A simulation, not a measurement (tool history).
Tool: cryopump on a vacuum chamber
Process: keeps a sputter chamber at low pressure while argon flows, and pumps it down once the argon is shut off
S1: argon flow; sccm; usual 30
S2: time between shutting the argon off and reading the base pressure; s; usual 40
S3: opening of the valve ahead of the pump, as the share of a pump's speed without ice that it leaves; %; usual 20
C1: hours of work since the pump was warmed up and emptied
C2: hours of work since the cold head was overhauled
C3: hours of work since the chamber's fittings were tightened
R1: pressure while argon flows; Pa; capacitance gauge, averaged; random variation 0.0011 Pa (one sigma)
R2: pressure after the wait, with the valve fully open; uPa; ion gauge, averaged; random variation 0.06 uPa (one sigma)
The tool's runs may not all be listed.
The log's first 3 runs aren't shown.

Run 4, hour 103.1: usual settings; C1 252; C2 252; C3 1538. Result: R1 0.2526 Pa, R2 5.43 uPa.
Run 5, hour 146.2: usual settings but S3 56 %; C1 273; C2 273; C3 1559. Result: R1 0.0942 Pa, R2 5.28 uPa.
Run 6, hour 173.1: usual settings but S3 56 %; C1 285; C2 285; C3 1571. Result: R1 0.0926 Pa, R2 5.44 uPa.
Run 7, hour 203.1: usual settings but S3 56 %; C1 300; C2 300; C3 1586. Result: R1 0.0929 Pa, R2 5.17 uPa.
Run 8, hour 234.2: usual settings but S3 56 %; C1 314; C2 314; C3 1601. Result: R1 0.0930 Pa, R2 5.55 uPa.
Run 9, hour 282.9: usual settings but S3 43 %; C1 338; C2 338; C3 1624. Result: R1 0.1201 Pa, R2 5.48 uPa.
Run 10, hour 326.3: usual settings but S3 43 %; C1 358; C2 358; C3 1644. Result: R1 0.1200 Pa, R2 5.43 uPa.
Run 11, hour 349.4: usual settings but S1 20 sccm; C1 369; C2 369; C3 1655. Result: R1 0.1689 Pa, R2 5.68 uPa.
Run 12, hour 376.9: usual settings but S1 32 sccm; C1 382; C2 382; C3 1668. Result: R1 0.2722 Pa, R2 5.59 uPa.
Run 13, hour 400.6: usual settings; C1 393; C2 393; C3 1680. Result: R1 0.2533 Pa, R2 5.76 uPa.
Run 14, hour 440.6: usual settings; C1 413; C2 413; C3 1699. Result: R1 0.2558 Pa, R2 5.48 uPa.
Run 15, hour 481.6: usual settings; C1 432; C2 432; C3 1718. Result: R1 0.2565 Pa, R2 5.63 uPa.
Run 16, hour 527.0: usual settings; C1 454; C2 454; C3 1740. Result: R1 0.2568 Pa, R2 5.57 uPa.
Run 17, hour 556.7: usual settings but S1 16 sccm; C1 468; C2 468; C3 1754. Result: R1 0.1360 Pa, R2 5.60 uPa.
Run 18, hour 581.0: usual settings but S1 34 sccm, S2 275 s; C1 479; C2 479; C3 1765. Result: R1 0.2914 Pa, R2 2.78 uPa.
Run 19, hour 614.5: usual settings but S1 34 sccm, S2 275 s; C1 495; C2 495; C3 1781. Result: R1 0.2886 Pa, R2 2.78 uPa.
Run 20, hour 637.8: usual settings but S1 18 sccm; C1 506; C2 506; C3 1792. Result: R1 0.1561 Pa, R2 5.83 uPa.

Forecast run 21:
Run 21, hour 686.6: usual settings but S3 27 %; C1 530; C2 530; C3 1816. Result: R1 ?, R2 ?.

Run 21 gave R1 0.1932 Pa, R2 5.68 uPa.
Without the tool's hidden state the same run would have given R1 0.1865 Pa, R2 3.69 uPa.
